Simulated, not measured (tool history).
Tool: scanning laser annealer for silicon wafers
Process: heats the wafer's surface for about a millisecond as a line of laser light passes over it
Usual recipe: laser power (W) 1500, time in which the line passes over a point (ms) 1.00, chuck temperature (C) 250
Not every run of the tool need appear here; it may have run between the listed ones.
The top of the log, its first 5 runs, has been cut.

run,hour,laser power (W),time in which the line passes over a point (ms),chuck temperature (C),highest temperature of the surface (C)
6,109.6,1357,1.16,250,990
7,128.8,1500,1.00,250,1034
8,144.4,1500,1.00,250,1032
9,157.1,1500,1.00,250,1029
10,169.7,1500,1.00,250,1025
11,183.0,1500,1.00,271,1048
12,199.2,1500,1.00,271,1046
13,219.8,1333,1.00,271,933
14,244.8,1333,1.00,271,930
15,271.0,1500,1.00,250,1021
16,291.4,1500,1.00,250,1015
17,320.2,1500,0.75,250,912
18,338.4,1500,0.75,250,913
# hour 349.1: window over the wafer cleaned
19,358.7,1330,1.00,250,944
20,375.1,1330,1.00,250,944
21,395.9,1500,0.82,250,983
22,410.2,1500,1.14,255,1122

Forecast run 23:
23,428.8,1614,0.93,226,?

{"run 23": {"highest temperature of the surface (C)": 1085}}
Had the tool carried no hidden state, the very same run would have given highest temperature of the surface (C) 1106.
